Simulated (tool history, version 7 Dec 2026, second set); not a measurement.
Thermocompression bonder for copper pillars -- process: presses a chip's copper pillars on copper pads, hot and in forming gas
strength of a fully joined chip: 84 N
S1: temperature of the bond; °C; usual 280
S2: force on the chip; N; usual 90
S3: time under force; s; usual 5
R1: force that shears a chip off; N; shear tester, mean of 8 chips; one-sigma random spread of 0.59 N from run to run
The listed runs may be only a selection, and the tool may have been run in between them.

run,hour,S1,S2,S3,R1
1,0.0,280,90,5,25.2
# hour 49.3: forming gas filter changed
2,77.1,280,90,5,27.4
# hour 96.8: heater calibrated with a thermocouple chip
3,154.6,280,129,5,31.0
4,238.3,280,129,5,31.0
5,279.9,280,129,5,30.9
# hour 324.7: heater calibrated with a thermocouple chip, once more
6,358.1,280,129,5,36.1
7,435.9,280,90,5,30.3
# hour 463.4: forming gas filter changed
8,519.4,280,90,5,29.8
9,567.7,280,90,5,31.2
10,630.0,280,90,5,29.1
11,683.2,257,90,5,20.6
12,758.3,257,90,5,20.1
13,795.1,263,90,5,22.9
14,838.5,263,90,5,21.6
# hour 874.3: forming gas filter changed
15,877.1,263,90,5,21.6
16,942.7,263,90,5,23.8
17,978.8,263,90,5,22.0
18,1056.2,280,90,5,28.6
19,1133.9,280,90,5,26.8
20,1174.9,280,90,5,27.2
21,1241.4,280,90,5,26.3
# hour 1288.8: forming gas filter changed
22,1302.5,253,106,4,18.4
23,1359.4,255,109,6,23.2
24,1403.2,306,90,5,39.4
25,1451.2,253,90,10,23.7
26,1502.1,257,73,5,16.2
27,1554.2,257,73,5,15.0
28,1638.7,261,85,3,14.7
# hour 1700.4: forming gas filter changed
29,1703.8,301,85,3,29.0
30,1743.4,299,85,3,28.6
31,1781.3,308,134,9,57.5
32,1861.4,308,134,9,55.2
33,1908.9,308,134,9,55.0
34,1973.1,280,70,11,29.8
35,2019.0,288,54,5,20.1
36,2067.2,275,70,5,20.0
# hour 2112.3: forming gas filter changed
37,2153.7,280,85,7,29.6
# hour 2173.0: heater calibrated with a thermocouple chip
38,2220.9,280,85,7,34.3
39,2296.1,310,65,5,36.5
40,2370.5,280,92,5,29.3

Measured less the same run without the tool's hidden state. The same run-to-run variation is in both; the gauge's scatter may not be:
Unlogged tool condition in this case: true temperature of the bond over the reading, C; force that reaches the chip, % of what is set; oxide that the forming gas leaves, % of the face; drift of the gauge itself on shear_n, %.
run,R1
1,-6.1
2,-4.5
3,-7.6
4,-8.3
5,-8.7
6,-2.6
7,-2.8
8,-1.1
9,-1.5
10,-2.1
11,-1.9
12,-2.4
13,-3.0
14,-3.1
15,-1.7
16,-2.2
17,-2.5
18,-3.5
19,-4.1
20,-4.5
21,-5.1
22,-2.6
23,-3.6
24,-4.9
25,-4.4
26,-3.5
27,-3.6
28,-3.9
29,-4.4
30,-4.7
31,-6.4
32,-7.4
33,-8.1
34,-7.5
35,-5.8
36,-6.0
37,-6.5
38,-1.7
39,-2.7
40,-2.9

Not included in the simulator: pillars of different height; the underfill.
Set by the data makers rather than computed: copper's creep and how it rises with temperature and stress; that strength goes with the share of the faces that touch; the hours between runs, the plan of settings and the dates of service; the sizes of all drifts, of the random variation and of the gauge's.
